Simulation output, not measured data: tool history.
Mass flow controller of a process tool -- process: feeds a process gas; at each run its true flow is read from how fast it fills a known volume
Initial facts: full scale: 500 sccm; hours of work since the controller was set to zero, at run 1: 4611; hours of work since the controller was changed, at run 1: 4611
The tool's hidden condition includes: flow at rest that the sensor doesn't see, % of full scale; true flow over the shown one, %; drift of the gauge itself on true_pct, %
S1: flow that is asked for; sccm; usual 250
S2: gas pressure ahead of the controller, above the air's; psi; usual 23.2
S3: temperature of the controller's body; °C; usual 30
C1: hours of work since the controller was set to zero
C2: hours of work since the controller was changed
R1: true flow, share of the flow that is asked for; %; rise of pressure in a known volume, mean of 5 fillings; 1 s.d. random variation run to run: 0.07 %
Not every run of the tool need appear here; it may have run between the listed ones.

run,hour,S1,S2,S3,C1,C2,R1
1,0.0,250,23.2,30,4611,4611,99.35
2,144.7,250,23.2,30,4675,4675,99.35
3,393.8,366,23.2,30,4785,4785,99.74
4,566.8,366,23.2,30,4861,4861,99.75
5,694.9,250,23.2,30,4917,4917,99.71
6,900.2,250,23.2,30,5008,5008,99.91
7,1081.2,250,23.2,30,5088,5088,100.03
8,1297.6,374,23.2,30,5183,5183,100.32
9,1461.0,374,23.2,30,5255,5255,100.32
10,1672.8,250,23.2,21,5349,5349,101.37
11,1957.5,250,20.6,32,5474,5474,100.36
12,2107.9,250,20.6,32,5541,5541,100.46
13,2365.4,135,35.2,33,5654,5654,100.02
14,2616.2,135,35.2,33,5765,5765,100.12
15,2749.0,250,21.6,28,5823,5823,101.20
# hour 2887.2: controller's zero set anew
16,2999.5,271,29.0,28,50,5934,101.31
17,3196.4,271,29.0,28,136,6020,101.40
# hour 3269.3: gauge calibrated
18,3379.5,271,29.0,28,217,6101,99.51
19,3620.5,219,21.6,21,323,6208,100.38

Each row is a separate what-if for the run after 19, all from the same tool condition, not one after another. Results?
A,3902.8,119,31.8,21,448,6332,?
B,3902.8,250,22.8,30,448,6332,?
C,3902.8,243,21.6,28,448,6332,?
D,3902.8,250,23.2,24,448,6332,?

run,R1
A,100.29
B,99.65
C,99.93
D,100.17
With the hidden condition removed and each run's random variation left untouched, the same runs would have given:
run,R1
A,99.88
B,99.24
C,99.52
D,99.76

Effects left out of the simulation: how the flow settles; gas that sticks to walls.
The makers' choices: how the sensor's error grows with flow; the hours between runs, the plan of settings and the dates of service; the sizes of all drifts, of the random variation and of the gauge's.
